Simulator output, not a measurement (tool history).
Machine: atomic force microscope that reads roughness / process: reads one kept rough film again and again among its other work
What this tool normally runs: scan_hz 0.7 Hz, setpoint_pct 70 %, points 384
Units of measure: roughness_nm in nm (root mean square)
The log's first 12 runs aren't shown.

{"run": 13, "day": 22.025, "scan_hz": 0.7, "setpoint_pct": 70, "points": 384, "roughness_nm": 1.24}
{"day": 23.338, "done": "new tip fitted"}
{"run": 14, "day": 24.104, "scan_hz": 0.7, "setpoint_pct": 70, "points": 384, "roughness_nm": 1.275}
{"run": 15, "day": 26.721, "scan_hz": 0.7, "setpoint_pct": 70, "points": 384, "roughness_nm": 1.266}
{"run": 16, "day": 29.088, "scan_hz": 0.7, "setpoint_pct": 70, "points": 384, "roughness_nm": 1.258}
{"run": 17, "day": 30.362, "scan_hz": 0.7, "setpoint_pct": 70, "points": 384, "roughness_nm": 1.241}
{"run": 18, "day": 32.088, "scan_hz": 2.947, "setpoint_pct": 70, "points": 384, "roughness_nm": 1.114}
{"day": 32.221, "done": "new tip fitted"}
{"run": 19, "day": 34.417, "scan_hz": 2.947, "setpoint_pct": 70, "points": 384, "roughness_nm": 1.167}
{"run": 20, "day": 36.029, "scan_hz": 2.947, "setpoint_pct": 70, "points": 384, "roughness_nm": 1.158}
{"run": 21, "day": 37.971, "scan_hz": 0.7, "setpoint_pct": 70, "points": 569, "roughness_nm": 1.245}
{"run": 22, "day": 39.404, "scan_hz": 0.7, "setpoint_pct": 70, "points": 569, "roughness_nm": 1.237}
{"run": 23, "day": 40.762, "scan_hz": 1.141, "setpoint_pct": 61, "points": 569, "roughness_nm": 1.225}
{"day": 41.212, "done": "new tip fitted"}
{"run": 24, "day": 42.783, "scan_hz": 1.141, "setpoint_pct": 61, "points": 569, "roughness_nm": 1.277}
{"run": 25, "day": 44.962, "scan_hz": 1.605, "setpoint_pct": 79, "points": 615, "roughness_nm": 1.178}
{"run": 26, "day": 47.612, "scan_hz": 2.97, "setpoint_pct": 70, "points": 317, "roughness_nm": 1.14}
{"day": 50.171, "done": "new tip fitted"}
{"run": 27, "day": 50.362, "scan_hz": 2.961, "setpoint_pct": 75, "points": 986, "roughness_nm": 1.135}
{"run": 28, "day": 52.796, "scan_hz": 3.111, "setpoint_pct": 60, "points": 763, "roughness_nm": 1.212}
{"run": 29, "day": 55.288, "scan_hz": 0.695, "setpoint_pct": 61, "points": 455, "roughness_nm": 1.259}
{"run": 30, "day": 56.4, "scan_hz": 0.7, "setpoint_pct": 77, "points": 607, "roughness_nm": 1.217}
{"run": 31, "day": 57.796, "scan_hz": 2.557, "setpoint_pct": 68, "points": 384, "roughness_nm": 1.151}
{"day": 59.171, "done": "new tip fitted"}
{"run": 32, "day": 59.829, "scan_hz": 1.34, "setpoint_pct": 61, "points": 542, "roughness_nm": 1.278}
{"run": 33, "day": 61.483, "scan_hz": 2.581, "setpoint_pct": 77, "points": 465, "roughness_nm": 1.126}
{"run": 34, "day": 62.938, "scan_hz": 2.881, "setpoint_pct": 70, "points": 822, "roughness_nm": 1.164}
{"run": 35, "day": 64.571, "scan_hz": 0.7, "setpoint_pct": 87, "points": 977, "roughness_nm": 1.192}

What will run 36 give?
{"run": 36, "day": 66.508, "scan_hz": 2.652, "setpoint_pct": 87, "points": 600, "roughness_nm": "?"}

Run 36 came out at roughness_nm 1.007 nm (root mean square).
On a tool with no hidden condition, and with the same random variation, this run would have come out at roughness_nm 1.066 nm (root mean square).
